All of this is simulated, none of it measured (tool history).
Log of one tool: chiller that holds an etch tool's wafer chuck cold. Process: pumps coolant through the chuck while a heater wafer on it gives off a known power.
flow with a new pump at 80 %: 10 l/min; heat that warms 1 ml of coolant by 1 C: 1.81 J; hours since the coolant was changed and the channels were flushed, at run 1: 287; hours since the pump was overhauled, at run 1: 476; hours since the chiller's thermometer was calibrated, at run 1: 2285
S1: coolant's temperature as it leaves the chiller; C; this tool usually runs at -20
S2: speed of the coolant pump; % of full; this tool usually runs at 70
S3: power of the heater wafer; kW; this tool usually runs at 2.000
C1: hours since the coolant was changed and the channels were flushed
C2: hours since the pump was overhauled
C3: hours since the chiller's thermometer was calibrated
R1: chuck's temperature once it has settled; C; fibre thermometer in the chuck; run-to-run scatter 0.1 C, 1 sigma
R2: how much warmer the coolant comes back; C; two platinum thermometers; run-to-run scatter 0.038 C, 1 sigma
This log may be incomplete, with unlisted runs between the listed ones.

run,hour,S1,S2,S3,C1,C2,C3,R1,R2
1,0.0,-20,70,2.000,287,476,2285,2.0,7.68
2,55.4,-20,70,2.196,343,531,2341,4.1,8.51
3,121.6,-20,70,2.196,409,597,2407,4.2,8.43
4,179.4,-20,70,2.196,467,655,2465,4.2,8.42
5,234.9,-20,70,2.196,522,711,2520,4.1,8.42
6,269.8,-20,70,2.196,557,746,2555,4.3,8.50
7,299.8,-20,70,2.196,587,775,2585,4.3,8.43
8,357.9,-29,70,1.015,645,834,2643,-18.0,3.92
9,418.5,-29,70,1.015,706,894,2704,-17.9,3.89
# hour 472.3: chiller's thermometer calibrated
10,473.4,-20,60,2.000,760,948,1,4.4,9.20

Each row is a separate what-if for the run after 10, all from the same tool condition, not one after another. Results?
A,507.9,-20,69,1.611,794,983,36,?,?
B,507.9,-11,61,1.425,794,983,36,?,?
C,507.9,-19,70,2.000,794,983,36,?,?
D,507.9,-20,64,2.000,794,983,36,?,?
E,507.9,-21,70,2.658,794,983,36,?,?

run,R1,R2
A,-2.3,6.29
B,6.2,6.43
C,3.0,7.70
D,3.5,8.50
E,8.1,10.16
What these runs would have given with no unlogged condition in the tool:
run,R1,R2
A,-2.3,6.29
B,6.2,6.43
C,3.0,7.70
D,3.5,8.50
E,8.1,10.16

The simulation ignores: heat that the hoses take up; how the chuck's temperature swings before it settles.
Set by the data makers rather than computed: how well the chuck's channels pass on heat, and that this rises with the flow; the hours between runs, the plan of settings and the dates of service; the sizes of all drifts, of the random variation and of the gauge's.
